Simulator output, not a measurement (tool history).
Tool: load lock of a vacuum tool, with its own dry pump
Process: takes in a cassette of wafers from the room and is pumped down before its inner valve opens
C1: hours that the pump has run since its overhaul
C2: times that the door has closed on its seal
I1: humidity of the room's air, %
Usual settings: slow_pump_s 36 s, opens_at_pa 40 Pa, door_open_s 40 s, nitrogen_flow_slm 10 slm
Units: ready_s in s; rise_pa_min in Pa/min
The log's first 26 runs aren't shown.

run 27 day=117.754 | slow_pump_s=64 opens_at_pa=56 door_open_s=147 nitrogen_flow_slm=8 | C1=4096 C2=36635 | I1=47 | ready_s=87.6 rise_pa_min=0.076
run 28 day=120.246 | slow_pump_s=36 opens_at_pa=40 door_open_s=80 nitrogen_flow_slm=21 | C1=4155 C2=36902 | I1=39 | ready_s=64.9 rise_pa_min=0.03
run 29 day=123.129 | slow_pump_s=43 opens_at_pa=34 door_open_s=80 nitrogen_flow_slm=7 | C1=4225 C2=37211 | I1=48.9 | ready_s=72.4 rise_pa_min=0.054
run 30 day=128.667 | slow_pump_s=55 opens_at_pa=34 door_open_s=80 nitrogen_flow_slm=8 | C1=4358 C2=37805 | I1=46.2 | ready_s=82.9 rise_pa_min=0.045
run 31 day=132.875 | slow_pump_s=36 opens_at_pa=40 door_open_s=189 nitrogen_flow_slm=10 | C1=4459 C2=38256 | I1=49.1 | ready_s=65.4 rise_pa_min=0.089
run 32 day=138.083 | slow_pump_s=36 opens_at_pa=40 door_open_s=189 nitrogen_flow_slm=10 | C1=4584 C2=38815 | I1=43.7 | ready_s=65.5 rise_pa_min=0.082
run 33 day=143.938 | slow_pump_s=41 opens_at_pa=53 door_open_s=42 nitrogen_flow_slm=10 | C1=4724 C2=39443 | I1=45.9 | ready_s=68.5 rise_pa_min=0.028
run 34 day=149.667 | slow_pump_s=41 opens_at_pa=53 door_open_s=42 nitrogen_flow_slm=10 | C1=4862 C2=40058 | I1=46.5 | ready_s=68.4 rise_pa_min=0.031
run 35 day=155.346 | slow_pump_s=54 opens_at_pa=53 door_open_s=42 nitrogen_flow_slm=10 | C1=4998 C2=40667 | I1=43.3 | ready_s=79.5 rise_pa_min=0.029
run 36 day=160.008 | slow_pump_s=54 opens_at_pa=53 door_open_s=42 nitrogen_flow_slm=10 | C1=5110 C2=41167 | I1=43.5 | ready_s=78.9 rise_pa_min=0.028
run 37 day=163.375 | slow_pump_s=36 opens_at_pa=80 door_open_s=40 nitrogen_flow_slm=10 | C1=5191 C2=41528 | I1=44.5 | ready_s=62.6 rise_pa_min=0.027

4 ways to go on from here, each from the tool as it stands after run 37. What would each give?
run A day=168.679 | slow_pump_s=36 opens_at_pa=40 door_open_s=54 nitrogen_flow_slm=10 | C1=5318 C2=42097 | I1=42.6 | ready_s=? rise_pa_min=?
run B day=168.679 | slow_pump_s=36 opens_at_pa=40 door_open_s=40 nitrogen_flow_slm=11 | C1=5318 C2=42097 | I1=43.8 | ready_s=? rise_pa_min=?
run C day=168.679 | slow_pump_s=28 opens_at_pa=80 door_open_s=106 nitrogen_flow_slm=10 | C1=5318 C2=42097 | I1=49.2 | ready_s=? rise_pa_min=?
run D day=168.679 | slow_pump_s=30 opens_at_pa=80 door_open_s=197 nitrogen_flow_slm=10 | C1=5318 C2=42097 | I1=44.2 | ready_s=? rise_pa_min=?

run=A ready_s=65.9 rise_pa_min=0.032
run=B ready_s=65.5 rise_pa_min=0.026
run=C ready_s=55.8 rise_pa_min=0.065
run=D ready_s=57.6 rise_pa_min=0.088
Without the tool's hidden state the same runs would have given:
run=A ready_s=65.9 rise_pa_min=0.032
run=B ready_s=65.5 rise_pa_min=0.026
run=C ready_s=55.8 rise_pa_min=0.065
run=D ready_s=57.6 rise_pa_min=0.087
